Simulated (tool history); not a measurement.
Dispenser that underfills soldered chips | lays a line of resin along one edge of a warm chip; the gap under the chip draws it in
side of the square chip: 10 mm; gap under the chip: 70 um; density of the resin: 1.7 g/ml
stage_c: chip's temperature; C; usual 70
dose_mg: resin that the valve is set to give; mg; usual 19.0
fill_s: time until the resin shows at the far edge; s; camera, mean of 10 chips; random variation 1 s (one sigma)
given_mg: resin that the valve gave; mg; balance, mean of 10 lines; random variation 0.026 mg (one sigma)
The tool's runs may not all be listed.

Run 1, hour 0.0: usual settings. Result: fill_s 103.5 s, given_mg 18.66 mg.
Run 2, hour 7.7: usual settings but stage_c 82 C. Result: fill_s 78.6 s, given_mg 18.65 mg.
Run 3, hour 13.9: usual settings but stage_c 85 C. Result: fill_s 87.5 s, given_mg 18.64 mg.
At hour 15.3: new syringe of resin.
Run 4, hour 22.3: usual settings. Result: fill_s 127.2 s, given_mg 18.55 mg.
Run 5, hour 27.4: usual settings. Result: fill_s 152.3 s, given_mg 18.53 mg.
Run 6, hour 31.7: usual settings. Result: fill_s 183.1 s, given_mg 18.52 mg.
At hour 32.8: new syringe of resin.
Run 7, hour 39.9: usual settings. Result: fill_s 120.3 s, given_mg 18.48 mg.
Run 8, hour 48.0: usual settings but stage_c 57 C. Result: fill_s 330.9 s, given_mg 18.47 mg.
At hour 50.7: new syringe of resin.
At hour 52.6: dispensing valve cleaned and set on the balance.
Run 9, hour 57.3: usual settings but dose_mg 17.9 mg. Result: fill_s 115.7 s, given_mg 17.88 mg.
Run 10, hour 63.2: usual settings but dose_mg 17.9 mg. Result: fill_s 152.6 s, given_mg 17.85 mg.
At hour 69.3: new syringe of resin.
Run 11, hour 69.3: usual settings but dose_mg 17.9 mg. Result: fill_s 91.1 s, given_mg 17.78 mg.
Run 12, hour 79.4: usual settings but stage_c 84 C. Result: fill_s 68.6 s, given_mg 18.86 mg.
Run 13, hour 85.5: usual settings but stage_c 84 C. Result: fill_s 88.0 s, given_mg 18.85 mg.
At hour 87.5: new syringe of resin.
Run 14, hour 90.4: usual settings but stage_c 84 C. Result: fill_s 51.3 s, given_mg 18.83 mg.
Run 15, hour 98.9: usual settings but dose_mg 24.6 mg. Result: fill_s 138.0 s, given_mg 24.33 mg.
At hour 105.4: new syringe of resin.
Run 16, hour 107.7: usual settings but dose_mg 17.6 mg. Result: fill_s 99.8 s, given_mg 17.42 mg.
Run 17, hour 112.4: usual settings but dose_mg 17.6 mg. Result: fill_s 123.8 s, given_mg 17.35 mg.
Run 18, hour 117.5: usual settings but dose_mg 21.1 mg. Result: fill_s 148.2 s, given_mg 20.80 mg.
At hour 123.3: new syringe of resin.
Run 19, hour 124.5: usual settings but stage_c 82 C, dose_mg 23.4 mg. Result: fill_s 53.0 s, given_mg 22.99 mg.
Run 20, hour 128.6: usual settings but stage_c 82 C, dose_mg 23.4 mg. Result: fill_s 62.6 s, given_mg 22.99 mg.
Run 21, hour 137.8: usual settings but stage_c 82 C, dose_mg 23.4 mg. Result: fill_s 93.4 s, given_mg 22.91 mg.
At hour 141.1: new syringe of resin.
Run 22, hour 145.7: usual settings but stage_c 62 C, dose_mg 23.1 mg. Result: fill_s 166.8 s, given_mg 22.63 mg.
Run 23, hour 153.7: usual settings but stage_c 76 C, dose_mg 24.6 mg. Result: fill_s 111.6 s, given_mg 24.08 mg.
At hour 159.0: new syringe of resin.
Run 24, hour 160.8: usual settings but stage_c 76 C, dose_mg 24.6 mg. Result: fill_s 72.5 s, given_mg 24.02 mg.
At hour 168.5: dispensing valve cleaned and set on the balance.
Run 25, hour 169.4: usual settings but stage_c 76 C, dose_mg 24.6 mg. Result: fill_s 96.7 s, given_mg 24.64 mg.
Run 26, hour 173.5: usual settings but stage_c 61 C, dose_mg 17.3 mg. Result: fill_s 255.0 s, given_mg 17.30 mg.
At hour 177.6: new syringe of resin.
Run 27, hour 181.4: usual settings but stage_c 68 C, dose_mg 20.2 mg. Result: fill_s 117.6 s, given_mg 20.18 mg.
Run 28, hour 189.3: usual settings but stage_c 76 C, dose_mg 16.7 mg. Result: fill_s 111.0 s, given_mg 16.65 mg.
Run 29, hour 193.4: usual settings but stage_c 60 C, dose_mg 22.5 mg. Result: fill_s 287.2 s, given_mg 22.38 mg.
At hour 195.6: new syringe of resin.
Run 30, hour 197.9: usual settings but stage_c 60 C, dose_mg 22.5 mg. Result: fill_s 161.8 s, given_mg 22.36 mg.
Run 31, hour 202.1: usual settings but stage_c 60 C, dose_mg 22.5 mg. Result: fill_s 191.1 s, given_mg 22.38 mg.
Run 32, hour 210.7: usual settings but stage_c 60 C, dose_mg 22.5 mg. Result: fill_s 267.5 s, given_mg 22.29 mg.
At hour 213.3: new syringe of resin.
Run 33, hour 219.3: usual settings but stage_c 60 C, dose_mg 19.9 mg. Result: fill_s 191.4 s, given_mg 19.74 mg.
Run 34, hour 229.4: usual settings but stage_c 66 C, dose_mg 18.6 mg. Result: fill_s 209.9 s, given_mg 18.41 mg.
At hour 231.0: new syringe of resin.
Run 35, hour 238.0: usual settings but stage_c 58 C, dose_mg 21.5 mg. Result: fill_s 217.8 s, given_mg 21.22 mg.
Run 36, hour 248.2: usual settings but stage_c 84 C, dose_mg 19.8 mg. Result: fill_s 91.3 s, given_mg 19.46 mg.

Forecast each of these 4 alternatives for the next run:
At hour 249.3: new syringe of resin.
Run A, hour 255.6: usual settings but stage_c 57 C, dose_mg 19.8 mg. Result: fill_s ?, given_mg ?.
At hour 249.3: new syringe of resin.
Run B, hour 255.6: usual settings but stage_c 78 C, dose_mg 19.8 mg. Result: fill_s ?, given_mg ?.
At hour 249.3: new syringe of resin.
Run C, hour 255.6: usual settings but stage_c 72 C. Result: fill_s ?, given_mg ?.
At hour 249.3: new syringe of resin.
Run D, hour 255.6: usual settings but stage_c 74 C, dose_mg 23.1 mg. Result: fill_s ?, given_mg ?.

run  fill_s  given_mg
  A   226.9     19.44
  B    78.5     19.45
  C   104.6     18.67
  D    95.1     22.71
Without the tool's hidden state the same runs would have given:
run  fill_s  given_mg
  A   188.5     19.78
  B    64.7     19.79
  C    86.4     18.99
  D    78.6     23.10

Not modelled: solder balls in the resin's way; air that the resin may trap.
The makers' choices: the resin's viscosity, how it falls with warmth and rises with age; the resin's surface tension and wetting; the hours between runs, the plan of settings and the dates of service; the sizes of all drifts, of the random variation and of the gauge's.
